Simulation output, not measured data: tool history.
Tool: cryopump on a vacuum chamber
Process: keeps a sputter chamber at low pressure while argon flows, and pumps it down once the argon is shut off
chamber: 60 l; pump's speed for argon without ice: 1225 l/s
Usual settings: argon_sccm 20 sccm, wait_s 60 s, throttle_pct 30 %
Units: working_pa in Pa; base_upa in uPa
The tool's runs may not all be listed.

run 1 hour=0 | argon_sccm=20 wait_s=60 throttle_pct=30 | working_pa=0.0922 base_upa=2.39
run 2 hour=15.1 | argon_sccm=14 wait_s=60 throttle_pct=30 | working_pa=0.0653 base_upa=2.49
run 3 hour=25.2 | argon_sccm=14 wait_s=60 throttle_pct=30 | working_pa=0.0649 base_upa=2.47
run 4 hour=35.1 | argon_sccm=14 wait_s=60 throttle_pct=30 | working_pa=0.0648 base_upa=2.42
run 5 hour=48.4 | argon_sccm=14 wait_s=60 throttle_pct=30 | working_pa=0.0647 base_upa=2.51
run 6 hour=63.7 | argon_sccm=14 wait_s=60 throttle_pct=30 | working_pa=0.0659 base_upa=2.43
run 7 hour=71.8 | argon_sccm=14 wait_s=60 throttle_pct=30 | working_pa=0.0653 base_upa=2.45
run 8 hour=82.9 | argon_sccm=14 wait_s=60 throttle_pct=30 | working_pa=0.0654 base_upa=2.53
run 9 hour=97.7 | argon_sccm=14 wait_s=60 throttle_pct=30 | working_pa=0.066 base_upa=2.46
run 10 hour=106.4 | argon_sccm=14 wait_s=60 throttle_pct=33 | working_pa=0.0599 base_upa=2.51
run 11 hour=115.2 | argon_sccm=14 wait_s=60 throttle_pct=33 | working_pa=0.0595 base_upa=2.42
run 12 hour=129.9 | argon_sccm=31 wait_s=40 throttle_pct=32 | working_pa=0.1366 base_upa=3.39
run 13 hour=138.5 | argon_sccm=8 wait_s=45 throttle_pct=30 | working_pa=0.0364 base_upa=3.1
run 14 hour=157.3 | argon_sccm=8 wait_s=45 throttle_pct=30 | working_pa=0.0381 base_upa=3.13
run 15 hour=175.6 | argon_sccm=21 wait_s=159 throttle_pct=29 | working_pa=0.1026 base_upa=1.32
run 16 hour=187.7 | argon_sccm=21 wait_s=74 throttle_pct=25 | working_pa=0.1182 base_upa=2.13
run 17 hour=203 | argon_sccm=11 wait_s=60 throttle_pct=35 | working_pa=0.0447 base_upa=2.4
run 18 hour=212.8 | argon_sccm=11 wait_s=60 throttle_pct=35 | working_pa=0.0447 base_upa=2.55
run 19 hour=222.5 | argon_sccm=11 wait_s=60 throttle_pct=35 | working_pa=0.0445 base_upa=2.47
run 20 hour=236 | argon_sccm=12 wait_s=120 throttle_pct=35 | working_pa=0.0499 base_upa=1.54
run 21 hour=253 | argon_sccm=20 wait_s=60 throttle_pct=21 | working_pa=0.1341 base_upa=2.51
run 22 hour=267 | argon_sccm=20 wait_s=60 throttle_pct=23 | working_pa=0.1226 base_upa=2.47

Forecast each of these 3 alternatives for the next run:
run A hour=274.9 | argon_sccm=20 wait_s=161 throttle_pct=23 | working_pa=? base_upa=?
run B hour=274.9 | argon_sccm=20 wait_s=141 throttle_pct=23 | working_pa=? base_upa=?
run C hour=274.9 | argon_sccm=20 wait_s=60 throttle_pct=22 | working_pa=? base_upa=?

run=A working_pa=0.1239 base_upa=1.33
run=B working_pa=0.1227 base_upa=1.47
run=C working_pa=0.1288 base_upa=2.47
Without the tool's hidden state the same runs would have given:
run=A working_pa=0.1212 base_upa=0.91
run=B working_pa=0.12 base_upa=1.04
run=C working_pa=0.1261 base_upa=2.06
